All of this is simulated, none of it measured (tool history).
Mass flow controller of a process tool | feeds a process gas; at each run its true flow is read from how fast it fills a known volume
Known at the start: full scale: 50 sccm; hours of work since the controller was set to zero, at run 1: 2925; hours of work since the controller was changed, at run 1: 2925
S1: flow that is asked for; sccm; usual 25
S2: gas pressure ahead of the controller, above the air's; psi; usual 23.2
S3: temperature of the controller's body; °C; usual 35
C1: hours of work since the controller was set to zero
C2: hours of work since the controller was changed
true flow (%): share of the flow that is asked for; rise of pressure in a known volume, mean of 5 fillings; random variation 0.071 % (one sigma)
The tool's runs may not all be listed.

Run 1, hour 0.0: usual settings; C1 2925; C2 2925. Result: true flow (%) 99.83.
Run 2, hour 268.8: usual settings; C1 3108; C2 3108. Result: true flow (%) 99.97.
Run 3, hour 529.7: usual settings; C1 3285; C2 3285. Result: true flow (%) 99.89.
Run 4, hour 873.7: usual settings; C1 3520; C2 3520. Result: true flow (%) 99.93.
Run 5, hour 1157.2: usual settings but S1 14 sccm; C1 3713; C2 3713. Result: true flow (%) 99.13.
Run 6, hour 1444.0: usual settings; C1 3908; C2 3908. Result: true flow (%) 99.80.
Run 7, hour 1822.0: usual settings but S2 36.8 psi; C1 4165; C2 4165. Result: true flow (%) 99.07.
Run 8, hour 2083.9: usual settings but S2 36.8 psi; C1 4344; C2 4344. Result: true flow (%) 98.96.
Run 9, hour 2408.0: usual settings but S2 36.8 psi; C1 4565; C2 4565. Result: true flow (%) 99.06.
Run 10, hour 2744.2: usual settings but S2 36.8 psi; C1 4793; C2 4793. Result: true flow (%) 99.11.
Run 11, hour 2958.8: usual settings but S1 7 sccm, S2 28.3 psi, S3 30 °C; C1 4940; C2 4940. Result: true flow (%) 97.85.

3 ways to go on from here, each from the tool as it stands after run 11. What would each give?
Run A, hour 3357.1: usual settings but S1 33 sccm, S2 39.3 psi; C1 5211; C2 5211. Result: true flow (%) ?.
Run B, hour 3357.1: usual settings but S1 20 sccm, S2 23.1 psi, S3 30 °C; C1 5211; C2 5211. Result: true flow (%) ?.
Run C, hour 3357.1: usual settings but S1 7 sccm, S3 29 °C; C1 5211; C2 5211. Result: true flow (%) ?.

run  true flow (%)
  A          99.37
  B          98.71
  C          97.88
Without the tool's hidden state the same runs would have given:
run  true flow (%)
  A          99.65
  B          98.99
  C          98.17
